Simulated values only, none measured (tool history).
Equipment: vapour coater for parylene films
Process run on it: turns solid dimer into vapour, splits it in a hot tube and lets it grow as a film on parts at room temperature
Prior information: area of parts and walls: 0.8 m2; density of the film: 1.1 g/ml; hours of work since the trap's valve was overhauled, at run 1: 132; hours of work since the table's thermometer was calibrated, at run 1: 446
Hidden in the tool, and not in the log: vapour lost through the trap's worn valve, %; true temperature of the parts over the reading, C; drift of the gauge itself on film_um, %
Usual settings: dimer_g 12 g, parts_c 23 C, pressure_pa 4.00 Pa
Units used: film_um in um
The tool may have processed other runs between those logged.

run,hour,dimer_g,parts_c,pressure_pa,hours of work since the trap's valve was overhauled,hours of work since the table's thermometer was calibrated,film_um
1,0.0,12,23,4.00,132,446,10.95
2,11.5,12,16,4.00,140,454,13.38
3,22.5,15,23,4.00,147,462,13.55
4,38.0,15,23,4.00,158,472,13.59
5,46.4,15,23,4.00,163,478,13.55
6,61.8,15,23,4.00,174,488,13.73
7,75.5,15,23,4.00,183,498,13.65
8,93.6,12,25,4.00,196,510,9.91
9,107.2,12,25,4.00,205,519,9.85
10,115.9,12,25,4.00,211,525,9.92
11,124.0,5,23,7.28,216,531,4.13
12,134.1,6,21,8.39,223,538,5.39
13,148.4,5,30,2.90,233,548,3.40
14,163.8,5,30,2.90,244,558,3.43
15,176.8,5,30,2.90,253,567,3.43

Run 16, settings as shown, results not yet in. Your forecast:
16,194.5,5,17,4.00,265,579,?

For run 16 the tool returned film_um 5.59 um.
If the tool had no hidden condition, the same run with the same run-to-run variation would have returned film_um 5.56 um.
